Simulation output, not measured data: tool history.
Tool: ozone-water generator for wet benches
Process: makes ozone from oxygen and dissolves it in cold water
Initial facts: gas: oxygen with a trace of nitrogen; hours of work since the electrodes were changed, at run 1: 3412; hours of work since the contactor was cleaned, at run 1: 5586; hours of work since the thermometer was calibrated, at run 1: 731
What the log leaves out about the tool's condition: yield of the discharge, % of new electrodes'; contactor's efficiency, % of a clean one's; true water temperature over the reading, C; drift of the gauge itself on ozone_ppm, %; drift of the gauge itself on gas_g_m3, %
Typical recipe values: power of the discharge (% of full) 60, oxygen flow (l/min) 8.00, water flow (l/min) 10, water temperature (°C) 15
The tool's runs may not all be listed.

run    hour  power of the discharge (% of full)  oxygen flow (l/min)  water flow (l/min)  water temperature (°C)  hours of work since the electrodes were changed  hours of work since the contactor was cleaned  hours of work since the thermometer was calibrated  dissolved ozone (ppm)  ozone in the gas ahead of the water (g/m3)
  1     0.0                                  60                 8.00                  10                      15                                             3412                                           5586                                                 731                   37.7                                       203.6
  2    60.3                                  60                 8.00                  10                      15                                             3458                                           5632                                                 778                   37.7                                       205.9
  3   129.1                                  60                 8.00                  10                      15                                             3512                                           5686                                                 831                   37.2                                       203.1
  4   209.5                                  60                 8.00                  10                      15                                             3574                                           5748                                                 893                   38.1                                       203.2
  5   291.4                                  60                 8.00                  10                      15                                             3637                                           5812                                                 957                   37.9                                       203.4
  6   403.9                                  60                 8.00                  10                      15                                             3725                                           5899                                                1044                   37.8                                       202.4
  7   459.4                                  88                 8.00                  10                      15                                             3768                                           5942                                                1087                   52.4                                       282.3
      505.3  -- contactor cleaned
  8   524.3                                  88                 8.00                  10                      15                                             3815                                             15                                                1134                   52.6                                       285.8
  9   581.7                                  60                 8.00                  10                      15                                             3859                                             59                                                1179                   37.6                                       204.6
 10   703.2                                  60                 8.00                  10                      15                                             3953                                            153                                                1273                   37.4                                       204.0
 11   805.7                                  60                 8.00                  10                      15                                             4033                                            233                                                1352                   38.0                                       203.6
 12   904.5                                  60                 8.00                  10                      15                                             4109                                            309                                                1429                   38.0                                       204.7
 13   974.6                                  60                 8.00                  10                      15                                             4164                                            364                                                1483                   37.7                                       204.7
 14  1038.1                                  60                 8.00                  10                      15                                             4213                                            413                                                1532                   37.4                                       203.7
 15  1131.8                                  60                 8.00                  10                      15                                             4286                                            486                                                1605                   38.0                                       203.7
 16  1242.8                                  60                 7.21                  10                      15                                             4372                                            572                                                1691                   38.4                                       212.3
 17  1317.7                                  99                 8.72                  13                      13                                             4430                                            630                                                1749                   51.8                                       301.2
 18  1391.7                                  60                 8.50                  10                       8                                             4487                                            687                                                1807                   43.9                                       202.1
 19  1476.2                                  60                 8.50                  10                       8                                             4552                                            752                                                1872                   43.8                                       198.6
 20  1530.3                                  60                 8.50                  10                       8                                             4594                                            794                                                1914                   44.0                                       200.6
 21  1583.4                                  60                 8.50                  10                       8                                             4636                                            835                                                1955                   44.4                                       198.8
 22  1663.9                                  60                 4.91                  13                      19                                             4698                                            898                                                2018                   30.8                                       249.4
 23  1725.4                                  47                 8.00                   7                      15                                             4746                                            946                                                2065                   36.0                                       165.2
 24  1778.6                                  47                 8.00                   7                      15                                             4787                                            987                                                2106                   35.9                                       164.6
 25  1865.7                                  47                 4.95                   7                      14                                             4854                                           1054                                                2174                   38.8                                       200.4
 26  1982.1                                  47                 4.95                   7                      14                                             4945                                           1144                                                2264                   38.9                                       200.9

Estimate the outcome of run 27 from the log above:
 27  2054.5                                  60                 7.12                   8                      15                                             5001                                           1201                                                2320                      ?                                           ?

dissolved ozone (ppm): 42.5
ozone in the gas ahead of the water (g/m3): 213.2
On a tool with no hidden condition, and with the same random variation, this run would have come out at dissolved ozone (ppm) 42.5, ozone in the gas ahead of the water (g/m3) 213.4.
